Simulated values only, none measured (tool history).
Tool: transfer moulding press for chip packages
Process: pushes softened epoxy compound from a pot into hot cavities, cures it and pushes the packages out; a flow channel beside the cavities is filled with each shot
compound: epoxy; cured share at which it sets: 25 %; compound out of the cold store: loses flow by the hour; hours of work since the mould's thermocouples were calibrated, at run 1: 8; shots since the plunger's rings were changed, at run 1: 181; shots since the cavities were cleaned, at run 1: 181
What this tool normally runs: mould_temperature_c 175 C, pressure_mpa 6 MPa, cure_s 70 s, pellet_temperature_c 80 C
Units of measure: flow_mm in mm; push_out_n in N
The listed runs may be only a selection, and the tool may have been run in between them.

| run | hour | mould_temperature_c | pressure_mpa | cure_s | pellet_temperature_c | hours of work since the mould's thermocouples were calibrated | shots since the plunger's rings were changed | shots since the cavities were cleaned | incoming compound's hours out of the cold store | flow_mm | push_out_n |
|---|---|---|---|---|---|---|---|---|---|---|---|
| 1 | 0 | 175 | 6 | 70 | 80 | 8 | 181 | 181 | 22.7 | 520 | 726 |
|  | 38.1 | cavities cleaned with cleaning compound and waxed |
| 2 | 54.9 | 175 | 6 | 70 | 80 | 31 | 736 | 174 | 18.5 | 518 | 776 |
|  | 95.6 | cavities cleaned with cleaning compound and waxed |
| 3 | 103.7 | 175 | 6 | 70 | 80 | 51 | 1228 | 85 | 18.4 | 520 | 717 |
| 4 | 137 | 175 | 6 | 70 | 80 | 66 | 1573 | 430 | 31.7 | 466 | 823 |
|  | 155.3 | cavities cleaned with cleaning compound and waxed |
| 5 | 182.7 | 175 | 6 | 70 | 80 | 85 | 2032 | 284 | 9.7 | 555 | 831 |
|  | 213 | cavities cleaned with cleaning compound and waxed |
| 6 | 229.6 | 175 | 6 | 70 | 80 | 105 | 2504 | 173 | 46.6 | 430 | 691 |
|  | 268.1 | cavities cleaned with cleaning compound and waxed |
| 7 | 268.7 | 175 | 6 | 70 | 80 | 121 | 2894 | 6 | 44.7 | 431 | 604 |
|  | 326.2 | cavities cleaned with cleaning compound and waxed |
| 8 | 326.2 | 175 | 6 | 70 | 80 | 145 | 3476 | 0 | 24.4 | 487 | 631 |
|  | 382.6 | cavities cleaned with cleaning compound and waxed |
| 9 | 386.3 | 175 | 6 | 70 | 80 | 171 | 4085 | 39 | 18.5 | 503 | 671 |
| 10 | 424.6 | 181 | 6 | 70 | 80 | 187 | 4483 | 437 | 17.9 | 494 | 622 |
|  | 438.8 | cavities cleaned with cleaning compound and waxed |
| 11 | 452.8 | 175 | 6 | 70 | 80 | 199 | 4760 | 145 | 31.6 | 460 | 709 |
|  | 494 | cavities cleaned with cleaning compound and waxed |
| 12 | 495.4 | 175 | 6 | 70 | 80 | 217 | 5187 | 15 | 36.7 | 446 | 643 |
|  | 509.4 | plunger's sealing rings changed |
| 13 | 532.6 | 175 | 6 | 70 | 80 | 232 | 240 | 375 | 35 | 473 | 754 |
|  | 551.7 | cavities cleaned with cleaning compound and waxed |
| 14 | 571.5 | 175 | 6 | 70 | 80 | 248 | 629 | 206 | 26.4 | 495 | 747 |
| 15 | 602.3 | 172 | 6.54 | 68 | 78 | 261 | 949 | 526 | 18.2 | 559 | 1184 |
|  | 608.3 | cavities cleaned with cleaning compound and waxed |
| 16 | 649.6 | 172 | 6.54 | 68 | 78 | 281 | 1424 | 429 | 25 | 529 | 1069 |
|  | 663.1 | cavities cleaned with cleaning compound and waxed |
| 17 | 708.7 | 172 | 6.54 | 68 | 78 | 306 | 2023 | 474 | 36.7 | 487 | 1053 |
|  | 720.5 | cavities cleaned with cleaning compound and waxed |
| 18 | 761.9 | 167 | 6.54 | 55 | 78 | 329 | 2560 | 430 | 45.1 | 453 | 2236 |
|  | 778.2 | cavities cleaned with cleaning compound and waxed |
| 19 | 815.9 | 167 | 6.54 | 55 | 78 | 351 | 3105 | 391 | 32.7 | 494 | 2358 |
|  | 835.8 | cavities cleaned with cleaning compound and waxed |
| 20 | 854.4 | 167 | 6.54 | 55 | 78 | 368 | 3490 | 194 | 38.9 | 477 | 2091 |
|  | 867.7 | mould's thermocouples calibrated |
|  | 895.6 | cavities cleaned with cleaning compound and waxed |
| 21 | 915.5 | 171 | 6 | 80 | 76 | 20 | 4089 | 207 | 33.8 | 465 | 738 |
|  | 950.2 | cavities cleaned with cleaning compound and waxed |
| 22 | 950.4 | 168 | 5.68 | 80 | 88 | 35 | 4435 | 2 | 8.2 | 541 | 843 |
|  | 1008.2 | cavities cleaned with cleaning compound and waxed |
| 23 | 1008.2 | 168 | 5.68 | 80 | 88 | 59 | 5020 | 0 | 44.5 | 418 | 735 |
|  | 1038.5 | plunger's sealing rings changed |
| 24 | 1039.7 | 175 | 5.32 | 83 | 80 | 72 | 13 | 302 | 27.6 | 470 | 598 |
|  | 1065.7 | cavities cleaned with cleaning compound and waxed |
| 25 | 1096 | 175 | 6 | 70 | 72 | 95 | 581 | 315 | 21.1 | 511 | 848 |
|  | 1121.8 | cavities cleaned with cleaning compound and waxed |
| 26 | 1133.9 | 180 | 6 | 67 | 72 | 111 | 960 | 126 | 26.9 | 487 | 591 |
| 27 | 1173.2 | 180 | 6 | 67 | 72 | 128 | 1368 | 534 | 29.4 | 475 | 732 |
|  | 1180.7 | cavities cleaned with cleaning compound and waxed |
|  | 1235.8 | cavities cleaned with cleaning compound and waxed |
| 28 | 1238.5 | 180 | 6 | 67 | 72 | 155 | 2015 | 28 | 48 | 413 | 562 |

Alternative continuations, all from the tool just after run 28; predict every row:
| A | 1281.1 | 175 | 6.55 | 54 | 88 | 174 | 2457 | 470 | 37.6 | ? | ? |
| B | 1281.1 | 168 | 4.91 | 81 | 80 | 174 | 2457 | 470 | 43.5 | ? | ? |
| C | 1281.1 | 182 | 6 | 67 | 72 | 174 | 2457 | 470 | 18.1 | ? | ? |

| run | flow_mm | push_out_n |
|---|---|---|
| A | 475 | 1551 |
| B | 404 | 906 |
| C | 512 | 679 |
Take away the tool's hidden state, keep each run's random variation, and the runs would have read:
| run | flow_mm | push_out_n |
|---|---|---|
| A | 488 | 1144 |
| B | 415 | 671 |
| C | 527 | 502 |
